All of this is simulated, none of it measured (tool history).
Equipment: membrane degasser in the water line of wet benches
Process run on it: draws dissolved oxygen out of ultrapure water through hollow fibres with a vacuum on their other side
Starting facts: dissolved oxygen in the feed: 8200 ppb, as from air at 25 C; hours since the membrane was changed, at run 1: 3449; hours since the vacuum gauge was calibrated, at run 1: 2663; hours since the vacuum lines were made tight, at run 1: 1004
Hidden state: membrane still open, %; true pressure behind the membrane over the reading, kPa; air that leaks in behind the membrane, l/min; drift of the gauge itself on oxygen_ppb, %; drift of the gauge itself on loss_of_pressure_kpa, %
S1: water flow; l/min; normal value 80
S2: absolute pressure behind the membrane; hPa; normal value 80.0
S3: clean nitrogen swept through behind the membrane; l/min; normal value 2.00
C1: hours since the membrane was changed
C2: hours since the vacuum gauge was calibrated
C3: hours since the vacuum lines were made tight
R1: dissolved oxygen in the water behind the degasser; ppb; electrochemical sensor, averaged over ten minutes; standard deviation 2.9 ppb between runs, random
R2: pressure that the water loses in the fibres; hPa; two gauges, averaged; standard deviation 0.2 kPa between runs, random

Run 1, hour 0.0: usual settings; C1 3449; C2 2663; C3 1004. Result: R1 385.3 ppb, R2 455.1 hPa.
Run 2, hour 190.3: usual settings but S2 49.7 hPa; C1 3640; C2 2853; C3 1194. Result: R1 153.0 ppb, R2 455.6 hPa.
Run 3, hour 372.6: usual settings but S2 49.7 hPa; C1 3822; C2 3035; C3 1376. Result: R1 154.2 ppb, R2 454.5 hPa.
At hour 446.6: vacuum gauge calibrated.
Run 4, hour 582.6: usual settings but S2 49.7 hPa; C1 4032; C2 136; C3 1586. Result: R1 145.5 ppb, R2 454.1 hPa.
Run 5, hour 869.2: usual settings but S1 96 l/min; C1 4318; C2 423; C3 1872. Result: R1 437.4 ppb, R2 541.4 hPa.
Run 6, hour 1119.9: usual settings but S1 96 l/min; C1 4569; C2 673; C3 2123. Result: R1 440.5 ppb, R2 547.2 hPa.
Run 7, hour 1248.2: usual settings; C1 4697; C2 802; C3 2251. Result: R1 378.6 ppb, R2 457.8 hPa.
Run 8, hour 1540.8: usual settings but S3 1.36 l/min; C1 4990; C2 1094; C3 2544. Result: R1 504.8 ppb, R2 459.4 hPa.
Run 9, hour 1688.3: usual settings but S2 96.0 hPa; C1 5137; C2 1242; C3 2691. Result: R1 496.1 ppb, R2 458.0 hPa.
Run 10, hour 1860.3: usual settings but S2 96.0 hPa; C1 5309; C2 1414; C3 2863. Result: R1 502.3 ppb, R2 459.2 hPa.
Run 11, hour 2119.9: usual settings but S2 96.0 hPa; C1 5569; C2 1673; C3 3123. Result: R1 501.5 ppb, R2 456.2 hPa.
Run 12, hour 2256.9: usual settings but S1 65 l/min, S2 96.0 hPa; C1 5706; C2 1810; C3 3260. Result: R1 426.8 ppb, R2 371.9 hPa.
Run 13, hour 2385.4: usual settings but S1 52 l/min; C1 5834; C2 1939; C3 3388. Result: R1 272.2 ppb, R2 302.3 hPa.
Run 14, hour 2564.3: usual settings but S3 4.33 l/min; C1 6013; C2 2118; C3 3567. Result: R1 207.7 ppb, R2 460.0 hPa.
Run 15, hour 2801.9: usual settings but S2 102.6 hPa, S3 4.33 l/min; C1 6251; C2 2355; C3 3805. Result: R1 293.7 ppb, R2 461.9 hPa.
Run 16, hour 2960.2: usual settings but S1 74 l/min, S2 135.8 hPa, S3 4.58 l/min; C1 6409; C2 2514; C3 3963. Result: R1 376.5 ppb, R2 428.0 hPa.
Run 17, hour 3254.2: usual settings but S1 65 l/min, S2 111.0 hPa, S3 4.58 l/min; C1 6703; C2 2808; C3 4257. Result: R1 259.5 ppb, R2 378.7 hPa.
Run 18, hour 3433.2: usual settings but S1 69 l/min, S3 2.99 l/min; C1 6882; C2 2987; C3 4436. Result: R1 251.7 ppb, R2 401.5 hPa.
At hour 3480.9: seals of the vacuum lines changed.
At hour 3546.1: vacuum gauge calibrated.
Run 19, hour 3650.8: usual settings but S1 83 l/min, S2 189.7 hPa, S3 5.47 l/min; C1 7097; C2 105; C3 169. Result: R1 521.3 ppb, R2 480.8 hPa.
Run 20, hour 3923.3: usual settings but S2 186.5 hPa, S3 2.29 l/min; C1 7370; C2 377; C3 442. Result: R1 1004.0 ppb, R2 466.2 hPa.
Run 21, hour 4189.1: usual settings but S1 73 l/min, S2 62.2 hPa; C1 7636; C2 643; C3 708. Result: R1 225.4 ppb, R2 424.1 hPa.
Run 22, hour 4380.4: usual settings but S1 91 l/min, S2 154.1 hPa, S3 1.90 l/min; C1 7827; C2 834; C3 899. Result: R1 1026.5 ppb, R2 532.2 hPa.
Run 23, hour 4573.2: usual settings but S1 83 l/min, S2 154.1 hPa, S3 1.07 l/min; C1 8020; C2 1027; C3 1092. Result: R1 1410.7 ppb, R2 487.1 hPa.
Run 24, hour 4851.9: usual settings but S1 83 l/min, S2 154.1 hPa, S3 1.07 l/min; C1 8298; C2 1306; C3 1371. Result: R1 1419.2 ppb, R2 487.3 hPa.
Run 25, hour 5079.3: usual settings but S1 83 l/min, S2 154.1 hPa, S3 1.07 l/min; C1 8526; C2 1533; C3 1598. Result: R1 1435.0 ppb, R2 487.0 hPa.
Run 26, hour 5351.1: usual settings but S1 83 l/min, S2 154.1 hPa, S3 1.07 l/min; C1 8797; C2 1805; C3 1870. Result: R1 1431.7 ppb, R2 487.2 hPa.
Run 27, hour 5621.2: usual settings but S3 0.94 l/min; C1 9068; C2 2075; C3 2140. Result: R1 650.9 ppb, R2 472.5 hPa.

Alternative continuations, all from the tool just after run 27; predict every row:
Run A, hour 5832.9: usual settings but S1 70 l/min, S2 90.6 hPa, S3 1.19 l/min; C1 9279; C2 2287; C3 2351. Result: R1 ?, R2 ?.
Run B, hour 5832.9: usual settings but S1 65 l/min, S3 0.94 l/min; C1 9279; C2 2287; C3 2351. Result: R1 ?, R2 ?.
Run C, hour 5832.9: usual settings but S1 102 l/min, S2 164.9 hPa, S3 0.94 l/min; C1 9279; C2 2287; C3 2351. Result: R1 ?, R2 ?.
Run D, hour 5832.9: usual settings but S1 70 l/min, S2 156.9 hPa, S3 0.90 l/min; C1 9279; C2 2287; C3 2351. Result: R1 ?, R2 ?.
Run E, hour 5832.9: usual settings but S1 83 l/min, S3 1.27 l/min; C1 9279; C2 2287; C3 2351. Result: R1 ?, R2 ?.

run      R1     R2
  A   617.0  415.0
  B   568.5  384.2
  C  1843.4  600.8
  D  1444.3  412.5
  E   544.1  491.9
Stripped of hidden state, with their random variation kept, the same runs would have yielded:
run      R1     R2
  A   601.8  383.6
  B   552.1  355.0
  C  1826.5  555.1
  D  1430.8  381.2
  E   526.9  454.7
